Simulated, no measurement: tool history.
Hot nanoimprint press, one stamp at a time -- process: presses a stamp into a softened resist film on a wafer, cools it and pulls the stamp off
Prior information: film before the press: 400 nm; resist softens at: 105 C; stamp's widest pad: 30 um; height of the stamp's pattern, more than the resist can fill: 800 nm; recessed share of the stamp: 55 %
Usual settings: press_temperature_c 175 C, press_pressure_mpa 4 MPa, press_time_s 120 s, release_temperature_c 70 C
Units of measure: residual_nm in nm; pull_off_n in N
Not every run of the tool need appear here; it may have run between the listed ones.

| run | day | press_temperature_c | press_pressure_mpa | press_time_s | release_temperature_c | residual_nm | pull_off_n |
|---|---|---|---|---|---|---|---|
| 1 | 0 | 175 | 4 | 120 | 70 | 158.2 | 123 |
| 2 | 2.083 | 175 | 4 | 120 | 69 | 158.3 | 124 |
| 3 | 5.879 | 173 | 4 | 120 | 70 | 170.8 | 135 |
| 4 | 8.521 | 173 | 4 | 120 | 70 | 169 | 143 |
| 5 | 10.675 | 173 | 4 | 120 | 70 | 169.3 | 144 |
| 6 | 14.629 | 173 | 4 | 120 | 70 | 167.7 | 159 |
| 7 | 16.442 | 173 | 4 | 120 | 70 | 169 | 157 |
| 8 | 19.967 | 175 | 4 | 120 | 69 | 156.7 | 176 |
|  | 21.658 | stamp cleaned and given a new release coat |
| 9 | 23.396 | 175 | 4 | 120 | 69 | 157.3 | 107 |
|  | 24.142 | plate thermocouple calibrated |
| 10 | 26.5 | 175 | 4 | 79 | 70 | 193.1 | 117 |
| 11 | 30.546 | 175 | 4 | 79 | 70 | 191.2 | 125 |
| 12 | 34.042 | 175 | 4 | 79 | 70 | 190.9 | 134 |
| 13 | 37.938 | 175 | 4 | 79 | 70 | 190.4 | 148 |
| 14 | 42.217 | 175 | 4 | 79 | 70 | 190.1 | 164 |
| 15 | 46.379 | 175 | 4 | 79 | 70 | 189.7 | 164 |
| 16 | 48.892 | 175 | 4 | 120 | 65 | 159.8 | 185 |
|  | 50.075 | stamp cleaned and given a new release coat |
| 17 | 52.362 | 175 | 3.48 | 61 | 56 | 218.8 | 129 |
| 18 | 54.675 | 164 | 4 | 189 | 70 | 191.1 | 116 |
|  | 55.108 | plate thermocouple calibrated |
| 19 | 57.083 | 164 | 4 | 189 | 70 | 195.5 | 121 |
| 20 | 60.138 | 164 | 5.24 | 189 | 75 | 177.9 | 120 |
| 21 | 62.488 | 174 | 4 | 120 | 59 | 166.8 | 159 |
|  | 66.412 | press's hydraulic seals changed and the load cell set to zero |
| 22 | 67.021 | 175 | 4 | 67 | 68 | 193.9 | 158 |
| 23 | 70.062 | 170 | 4.89 | 78 | 57 | 199 | 178 |
| 24 | 73.671 | 170 | 4.89 | 78 | 57 | 195.3 | 185 |
| 25 | 76.062 | 170 | 4.89 | 78 | 57 | 196.6 | 198 |
|  | 79.167 | stamp cleaned and given a new release coat |
| 26 | 79.508 | 170 | 4.89 | 78 | 57 | 196.5 | 116 |
| 27 | 81.738 | 175 | 3.41 | 120 | 55 | 163.6 | 128 |
| 28 | 83.954 | 164 | 2.55 | 73 | 75 | 288.3 | 105 |
|  | 86.45 | plate thermocouple calibrated |
| 29 | 86.483 | 164 | 2.55 | 217 | 75 | 213.6 | 115 |

Pick out some run-to-run changes in residual_nm. Of each, how much would a tool without hidden state show as well, from the settings, what came in and chance, and how much is left for the hidden state and any gauge scatter not in both results compared?
Unlogged tool condition in this case: true temperature over the reading, C; pressure that arrives at the usual setting, %; grip of the stamp's worn release coat, % over a new coat's; drift of the gauge itself on residual_nm, %; drift of the gauge itself on pull_off_n, %.
Run 21 -> 22: press_temperature_c 174 -> 175, press_time_s 120 -> 67, release_temperature_c 59 -> 68, press's hydraulic seals changed and the load cell set to zero. residual_nm +27.1 nm: hidden state -7.3, all else +34.4.
Run 27 -> 28: press_temperature_c 175 -> 164, press_pressure_mpa 3.41 -> 2.55, press_time_s 120 -> 73, release_temperature_c 55 -> 75. residual_nm +124.7 nm: hidden state -1.6, all else +126.3.
Run 28 -> 29: press_time_s 73 -> 217, plate thermocouple calibrated. residual_nm -74.7 nm: hidden state +6.9, all else -81.6.
